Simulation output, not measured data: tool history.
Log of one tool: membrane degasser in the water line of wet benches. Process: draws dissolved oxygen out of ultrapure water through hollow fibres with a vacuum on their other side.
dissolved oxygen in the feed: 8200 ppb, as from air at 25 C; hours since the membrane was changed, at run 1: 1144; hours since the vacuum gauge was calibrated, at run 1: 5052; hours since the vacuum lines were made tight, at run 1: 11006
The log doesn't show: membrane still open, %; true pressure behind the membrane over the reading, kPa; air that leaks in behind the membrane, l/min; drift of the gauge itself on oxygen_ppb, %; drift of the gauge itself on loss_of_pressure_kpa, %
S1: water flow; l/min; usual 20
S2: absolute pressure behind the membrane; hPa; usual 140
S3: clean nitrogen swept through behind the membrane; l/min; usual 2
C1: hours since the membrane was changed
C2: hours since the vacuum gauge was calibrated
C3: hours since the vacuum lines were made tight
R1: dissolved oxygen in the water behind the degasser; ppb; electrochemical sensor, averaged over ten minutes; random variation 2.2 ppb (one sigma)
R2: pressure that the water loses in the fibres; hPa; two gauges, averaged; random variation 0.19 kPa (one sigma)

Run 1, hour 0: usual settings; C1 1144; C2 5052; C3 11006. Result: R1 299 ppb, R2 402.2 hPa.
Run 2, hour 42.2: usual settings but S2 85 hPa; C1 1186; C2 5094; C3 11048. Result: R1 171.6 ppb, R2 399.6 hPa.
Run 3, hour 82.5: usual settings but S1 19 l/min; C1 1226; C2 5134; C3 11089. Result: R1 277 ppb, R2 379.6 hPa.
Run 4, hour 110.2: usual settings but S1 19 l/min; C1 1254; C2 5162; C3 11116. Result: R1 276.1 ppb, R2 382 hPa.
Run 5, hour 140.5: usual settings; C1 1284; C2 5192; C3 11147. Result: R1 296.1 ppb, R2 403.4 hPa.
Run 6, hour 169.5: usual settings; C1 1313; C2 5221; C3 11176. Result: R1 296.6 ppb, R2 402.5 hPa.
Run 7, hour 211.6: usual settings; C1 1356; C2 5263; C3 11218. Result: R1 296.5 ppb, R2 400.6 hPa.
Run 8, hour 241.3: usual settings; C1 1385; C2 5293; C3 11247. Result: R1 298.8 ppb, R2 399.7 hPa.
Run 9, hour 274.1: usual settings; C1 1418; C2 5326; C3 11280. Result: R1 296.2 ppb, R2 403.3 hPa.
At hour 277.5: vacuum gauge calibrated.
Run 10, hour 318.7: usual settings but S1 28 l/min, S2 87 hPa, S3 4.17 l/min; C1 1462; C2 41; C3 11324. Result: R1 229.6 ppb, R2 560 hPa.
Run 11, hour 353.7: usual settings but S1 23 l/min, S2 148 hPa, S3 0.88 l/min; C1 1497; C2 76; C3 11359. Result: R1 696 ppb, R2 463 hPa.
Run 12, hour 378.3: usual settings but S1 22 l/min, S2 309 hPa; C1 1522; C2 101; C3 11384. Result: R1 735 ppb, R2 438.4 hPa.
At hour 398.5: vacuum gauge calibrated, once more.
Run 13, hour 403: usual settings but S1 22 l/min, S2 309 hPa, S3 4.61 l/min; C1 1546; C2 4; C3 11408. Result: R1 371.1 ppb, R2 444.6 hPa.
Run 14, hour 445.7: usual settings but S2 300 hPa, S3 4.51 l/min; C1 1589; C2 47; C3 11451. Result: R1 325.9 ppb, R2 402 hPa.
At hour 477.8: seals of the vacuum lines changed.
Run 15, hour 485.6: usual settings but S2 300 hPa, S3 4.51 l/min; C1 1626; C2 85; C3 8. Result: R1 323.5 ppb, R2 401.5 hPa.
Run 16, hour 512.8: usual settings but S2 300 hPa, S3 4.51 l/min; C1 1654; C2 112; C3 35. Result: R1 319.1 ppb, R2 405.3 hPa.

Forecast each of these 3 alternatives for the next run:
Run A, hour 536.2: usual settings but S1 13 l/min, S2 87 hPa, S3 3.07 l/min; C1 1677; C2 136; C3 58. Result: R1 ?, R2 ?.
Run B, hour 536.2: usual settings but S1 29 l/min, S2 97 hPa, S3 1 l/min; C1 1677; C2 136; C3 58. Result: R1 ?, R2 ?.
Run C, hour 536.2: usual settings but S1 21 l/min, S2 316 hPa, S3 4.8 l/min; C1 1677; C2 136; C3 58. Result: R1 ?, R2 ?.

run     R1     R2
  A   62.1  263.4
  B    533  584.1
  C  337.4  424.4
Without the tool's hidden state the same runs would have given:
run     R1     R2
  A   61.5  260.9
  B  526.2  578.4
  C  334.7  420.3
